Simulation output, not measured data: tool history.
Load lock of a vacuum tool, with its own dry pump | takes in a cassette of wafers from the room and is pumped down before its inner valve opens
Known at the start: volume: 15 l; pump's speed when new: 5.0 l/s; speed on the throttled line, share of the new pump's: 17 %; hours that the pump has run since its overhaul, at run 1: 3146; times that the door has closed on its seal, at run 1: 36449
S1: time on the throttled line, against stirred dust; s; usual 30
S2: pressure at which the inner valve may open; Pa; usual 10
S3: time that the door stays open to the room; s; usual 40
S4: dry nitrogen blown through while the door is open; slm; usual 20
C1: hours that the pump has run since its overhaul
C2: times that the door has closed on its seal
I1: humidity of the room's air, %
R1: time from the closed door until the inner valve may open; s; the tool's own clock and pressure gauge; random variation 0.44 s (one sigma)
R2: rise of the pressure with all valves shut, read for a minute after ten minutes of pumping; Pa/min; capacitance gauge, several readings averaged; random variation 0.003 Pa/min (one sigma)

run    hour  S1  S2   S3  S4     C1     C2    I1    R1     R2
  1       0  30  10   40  20   3146  36449  42.6  53.3   0.21
  2   205.3  30  10   40  20   3351  37148  45.4  53.8  0.211
  3   510.8  30  10   40  20   3656  38190  42.4  54.2  0.218
  4   790.4  30  10   40  20   3936  39143  46.5  52.7  0.231
  5     998  30  10   40  20   4144  39850  46.9  54.1  0.239
  6  1279.6  30  10   40  20   4425  40810  47.1  53.8  0.242
  7  1632.1  30  19   40  20   4778  42011  46.2  51.9  0.239
  8  1788.5  30  19   40  20   4934  42544  46.8  51.7  0.248
  9  2125.5  30  10   40  20   5271  43693  47.1  52.4  0.258
 10    2357  30  10   40  20   5503  44482  43.6  53.5  0.261
 11  2604.4  19  10   40  20   5750  45325  42.6  45.1  0.266
 12  2808.9  19  10   40  20   5954  46022  44.1  44.6  0.269
 13  3058.5  19  10   40  20   6204  46873  46.5  44.7  0.275
 14  3411.9  19  10   40  30   6557  48077  48.2  44.6  0.273
 15  3692.5  19  10   40  30   6838  49033  46.4  45.1  0.283
 16  3989.8  19  10   40  30   7135  50047  49.8  45.5    0.3
 17  4255.8  44  10   40  20   7401  50953  43.5  65.7  0.303
 18    4488  30  17   40  20   7634  51745  44.5  52.3  0.317
 19  4798.2  30  10   27  31   7944  52802  49.9  54.4  0.308
 20  4943.4  53  10  158  31   8089  53297  47.4  73.6  0.362
 21  5222.4  30  15   40  10   8368  54248  47.7  53.6  0.352
 22  5545.4  31  11   40   6   8691  55348  42.1  54.8  0.366
 23  5780.2  30  10   40   5   8926  56149  43.4  54.3  0.378
 24  5953.5  38  16   40   5   9099  56739  44.5  59.8  0.383
 25  6124.4  29  10  239  36   9270  57322  43.3  53.7  0.404
 26  6466.8  58  10   33   6   9612  58489  44.6  78.8  0.388
 27  6740.4  58  10   33   6   9886  59421  41.4  77.8  0.404
 28  7003.7  20   9  206   7  10149  60318  46.6  47.3  0.494
 29  7150.9  18  11   30   8  10296  60820  44.6  45.4    0.4
 30    7422  30  10  203  16  10568  61744  44.9  55.1  0.464
 31  7734.5  30  10  114  16  10880  62809  46.3  55.1  0.451
 32  7995.7  30  10  114  16  11141  63700  45.6  55.5  0.456
 33  8297.7  30  10  114  16  11443  64729  46.1  55.6  0.462
 34  8567.7  30  10  114  16  11713  65649  45.1  55.5  0.478
 35    8889  30  10  114  16  12035  66744  43.1    56  0.483
 36  9110.4  30  10  114  16  12256  67499  46.7  55.3  0.507

Forecast each of these 4 alternatives for the next run:
  A  9454.8  27  11   40  15  12600  68672  43.5   ?   ?
  B  9454.8  20  16   55  16  12600  68672  43.8   ?   ?
  C  9454.8  19  10  125  10  12600  68672  48.4   ?   ?
  D  9454.8  30  10   29  20  12600  68672  45.3   ?   ?

run    R1     R2
  A  52.4  0.476
  B    46  0.475
  C  46.9  0.531
  D  55.4   0.47
Without the tool's hidden state the same runs would have given:
run    R1     R2
  A  49.7   0.06
  B  43.2  0.063
  C  43.9  0.117
  D  52.7  0.047
